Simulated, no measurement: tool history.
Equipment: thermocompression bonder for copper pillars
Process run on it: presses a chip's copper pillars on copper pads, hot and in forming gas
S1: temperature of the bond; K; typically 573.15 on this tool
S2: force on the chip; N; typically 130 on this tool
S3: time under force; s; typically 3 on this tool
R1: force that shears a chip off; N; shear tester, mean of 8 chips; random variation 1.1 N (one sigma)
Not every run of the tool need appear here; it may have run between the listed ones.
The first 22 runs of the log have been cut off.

run   hour      S1   S2  S3     R1
 23  129.3  568.15  130   7  110.3
 24  135.3  568.15  130   7  110.3
 25  143.7  551.15  130   5   86.4
 26  150.5  560.15  130   8  107.5
 27  157.3  583.15  179   3  110.1
 28  163.2  562.15   98   6   90.8
 29  170.2  562.15   98   6   89.0
 30  178.5  592.15  194   5  129.0
 31  185.8  588.15   97   3   94.0
 32  190.0  579.15  146   3   99.3
 33  199.9  547.15  159   3   76.8
 34  207.4  547.15  159   3   74.0
 35  213.6  577.15  130   8  117.8
 36  222.2  577.15  130   8  117.8
 37  228.1  567.15  130   8  110.0
 38  236.4  567.15  130   8  108.5
 39  243.2  562.15  130   2   69.5

What if the next run were any one of these 3? Each begins from the tool's condition after run 39:
  A  251.0  590.15  133   9   ?
  B  251.0  573.15  130   6   ?
  C  251.0  590.15  130   7   ?

run     R1
  A  124.7
  B  106.9
  C  122.5
Take away the tool's hidden state, keep each run's random variation, and the runs would have read:
run     R1
  A  134.5
  B  118.6
  C  133.1
